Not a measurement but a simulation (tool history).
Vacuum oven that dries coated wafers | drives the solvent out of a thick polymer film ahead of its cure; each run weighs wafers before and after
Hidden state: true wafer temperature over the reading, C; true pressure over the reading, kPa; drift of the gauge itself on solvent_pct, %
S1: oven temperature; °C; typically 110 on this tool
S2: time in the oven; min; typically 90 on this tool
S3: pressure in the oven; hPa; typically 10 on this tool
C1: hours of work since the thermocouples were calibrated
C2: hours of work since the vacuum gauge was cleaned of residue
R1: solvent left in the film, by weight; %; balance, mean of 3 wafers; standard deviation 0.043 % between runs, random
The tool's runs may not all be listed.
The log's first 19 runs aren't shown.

run	hour	S1	S2	S3	C1	C2	R1
20	1443.7	110	90	24.2	1052	932	3.87
21	1536	110	90	24.2	1091	971	3.84
22	1614	96	136	17.7	1124	1004	6.02
23	1719.8	99	84	38.5	1169	1049	9.56
24	1765.4	104	87	7.3	1189	1068	3.65
# hour 1783.6: oven's thermocouples calibrated
25	1822	110	76	20.8	16	1091	4.67
26	1906.1	122	76	20.8	52	1127	2.28
27	1961.4	122	76	20.8	75	1151	2.19
28	2038.8	122	76	20.8	108	1183	2.26
29	2111.7	102	55	6	139	1214	7.57
30	2209.7	115	56	35.2	181	1256	5.53
31	2265.7	115	56	9.2	205	1280	3.2
# hour 2308: vacuum gauge cleaned of residue and calibrated
32	2362.2	97	90	9.5	245	23	6.37
33	2406.8	110	90	18.2	264	42	3.22
34	2485.6	110	90	18.2	297	75	3.31
35	2571.2	110	90	18.2	333	112	3.27
36	2661.6	110	90	32.4	372	150	4.76
37	2724.6	110	90	32.4	399	177	4.86
38	2801.9	110	131	32.4	431	210	4.18
39	2899.8	110	131	32.4	473	251	4.16
40	2968.5	110	66	28.8	502	280	5.33
41	3072.9	108	49	11.6	546	324	5.75

Below are 3 alternative next runs, each starting from the tool's condition after run 41. Predict each:
A	3148.3	108	49	19.4	578	356	?
B	3148.3	108	125	6	578	356	?
C	3148.3	108	49	8.1	578	356	?

run	R1
A	6.34
B	1.5
C	5.32
Take away the tool's hidden state, keep each run's random variation, and the runs would have read:
run	R1
A	6.79
B	1.55
C	5.75
